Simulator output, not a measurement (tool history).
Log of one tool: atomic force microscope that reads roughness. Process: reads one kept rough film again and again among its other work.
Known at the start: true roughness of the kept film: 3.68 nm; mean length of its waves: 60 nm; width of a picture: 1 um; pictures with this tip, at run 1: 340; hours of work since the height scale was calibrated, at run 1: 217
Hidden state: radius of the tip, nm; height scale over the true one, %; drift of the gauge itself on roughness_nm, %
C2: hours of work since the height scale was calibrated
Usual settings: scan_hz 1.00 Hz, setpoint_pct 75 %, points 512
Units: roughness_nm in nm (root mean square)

Run 1, day 0.000: usual settings; pictures with this tip 340; C2 217. Result: roughness_nm 3.129 nm (root mean square).
Run 2, day 0.567: usual settings but points 315; pictures with this tip 364; C2 226. Result: roughness_nm 3.092 nm (root mean square).
At day 0.888: new tip fitted.
Run 3, day 1.012: usual settings; pictures with this tip 6; C2 233. Result: roughness_nm 3.362 nm (root mean square).
Run 4, day 1.533: usual settings; pictures with this tip 28; C2 241. Result: roughness_nm 3.366 nm (root mean square).
Run 5, day 1.846: usual settings; pictures with this tip 41; C2 246. Result: roughness_nm 3.338 nm (root mean square).
Run 6, day 2.362: usual settings; pictures with this tip 62; C2 254. Result: roughness_nm 3.347 nm (root mean square).
Run 7, day 2.596: usual settings; pictures with this tip 72; C2 258. Result: roughness_nm 3.356 nm (root mean square).
Run 8, day 3.146: usual settings; pictures with this tip 95; C2 266. Result: roughness_nm 3.299 nm (root mean square).
Run 9, day 3.633: usual settings but scan_hz 3.85 Hz; pictures with this tip 116; C2 274. Result: roughness_nm 2.806 nm (root mean square).
Run 10, day 3.912: usual settings but scan_hz 3.85 Hz, setpoint_pct 62 %; pictures with this tip 128; C2 278. Result: roughness_nm 3.137 nm (root mean square).
Run 11, day 4.158: usual settings but scan_hz 3.85 Hz, setpoint_pct 62 %; pictures with this tip 138; C2 282. Result: roughness_nm 3.123 nm (root mean square).
Run 12, day 4.558: usual settings but scan_hz 3.85 Hz, setpoint_pct 62 %; pictures with this tip 155; C2 288. Result: roughness_nm 3.111 nm (root mean square).
Run 13, day 4.962: usual settings but scan_hz 3.85 Hz, setpoint_pct 62 %; pictures with this tip 172; C2 294. Result: roughness_nm 3.128 nm (root mean square).
Run 14, day 5.446: usual settings but scan_hz 2.00 Hz; pictures with this tip 192; C2 302. Result: roughness_nm 3.055 nm (root mean square).
Run 15, day 5.779: usual settings but scan_hz 2.00 Hz; pictures with this tip 206; C2 307. Result: roughness_nm 3.062 nm (root mean square).
Run 16, day 6.329: usual settings; pictures with this tip 229; C2 316. Result: roughness_nm 3.200 nm (root mean square).
Run 17, day 6.683: usual settings; pictures with this tip 244; C2 321. Result: roughness_nm 3.181 nm (root mean square).
Run 18, day 7.225: usual settings; pictures with this tip 267; C2 330. Result: roughness_nm 3.183 nm (root mean square).
Run 19, day 7.467: usual settings; pictures with this tip 277; C2 333. Result: roughness_nm 3.162 nm (root mean square).
Run 20, day 7.929: usual settings but scan_hz 3.50 Hz; pictures with this tip 297; C2 341. Result: roughness_nm 2.765 nm (root mean square).
Run 21, day 8.175: usual settings but scan_hz 0.73 Hz, setpoint_pct 87 %, points 357; pictures with this tip 307; C2 345. Result: roughness_nm 3.091 nm (root mean square).
Run 22, day 8.712: usual settings but scan_hz 0.73 Hz, setpoint_pct 87 %, points 357; pictures with this tip 329; C2 353. Result: roughness_nm 3.058 nm (root mean square).
Run 23, day 9.175: usual settings but scan_hz 0.59 Hz, setpoint_pct 63 %, points 480; pictures with this tip 349; C2 360. Result: roughness_nm 3.244 nm (root mean square).
Run 24, day 9.600: usual settings but scan_hz 2.41 Hz; pictures with this tip 367; C2 367. Result: roughness_nm 2.867 nm (root mean square).
At day 9.850: new tip fitted.
Run 25, day 9.867: usual settings but scan_hz 2.41 Hz; pictures with this tip 1; C2 371. Result: roughness_nm 3.152 nm (root mean square).
Run 26, day 10.367: usual settings but scan_hz 1.22 Hz, points 934; pictures with this tip 22; C2 378. Result: roughness_nm 3.331 nm (root mean square).
Run 27, day 10.858: usual settings but scan_hz 1.22 Hz, points 934; pictures with this tip 43; C2 386. Result: roughness_nm 3.300 nm (root mean square).
Run 28, day 11.271: usual settings but setpoint_pct 82 %, points 1009; pictures with this tip 60; C2 393. Result: roughness_nm 3.269 nm (root mean square).
Run 29, day 11.583: usual settings but setpoint_pct 82 %, points 1009; pictures with this tip 73; C2 397. Result: roughness_nm 3.244 nm (root mean square).
Run 30, day 11.942: usual settings but setpoint_pct 82 %, points 1009; pictures with this tip 88; C2 403. Result: roughness_nm 3.258 nm (root mean square).
Run 31, day 12.475: usual settings but setpoint_pct 82 %, points 1009; pictures with this tip 111; C2 411. Result: roughness_nm 3.193 nm (root mean square).
Run 32, day 13.017: usual settings but scan_hz 3.81 Hz, setpoint_pct 60 %; pictures with this tip 134; C2 420. Result: roughness_nm 3.187 nm (root mean square).
Run 33, day 13.379: usual settings but setpoint_pct 81 %; pictures with this tip 149; C2 425. Result: roughness_nm 3.188 nm (root mean square).
Run 34, day 13.804: usual settings but setpoint_pct 70 %, points 919; pictures with this tip 167; C2 432. Result: roughness_nm 3.321 nm (root mean square).
Run 35, day 14.067: usual settings but setpoint_pct 70 %, points 919; pictures with this tip 178; C2 436. Result: roughness_nm 3.288 nm (root mean square).
Run 36, day 14.333: usual settings but setpoint_pct 72 %, points 576; pictures with this tip 189; C2 440. Result: roughness_nm 3.254 nm (root mean square).
Run 37, day 14.842: usual settings but scan_hz 2.39 Hz, setpoint_pct 72 %, points 497; pictures with this tip 211; C2 448. Result: roughness_nm 3.030 nm (root mean square).
Run 38, day 15.358: usual settings but scan_hz 2.39 Hz, setpoint_pct 72 %, points 497; pictures with this tip 232; C2 456. Result: roughness_nm 3.010 nm (root mean square).

The same runs without the tool's hidden state, with the same run-to-run variation:
run  roughness_nm
  1         3.362
  2         3.339
  3         3.357
  4         3.378
  5         3.361
  6         3.386
  7         3.402
  8         3.363
  9         2.875
 10         3.222
 11         3.215
 12         3.216
 13         3.246
 14         3.185
 15         3.202
 16         3.363
 17         3.354
 18         3.373
 19         3.358
 20         2.949
 21         3.305
 22         3.284
 23         3.502
 24         3.107
 25         3.132
 26         3.326
 27         3.311
 28         3.292
 29         3.277
 30         3.302
 31         3.255
 32         3.268
 33         3.278
 34         3.430
 35         3.403
 36         3.376
 37         3.159
 38         3.153
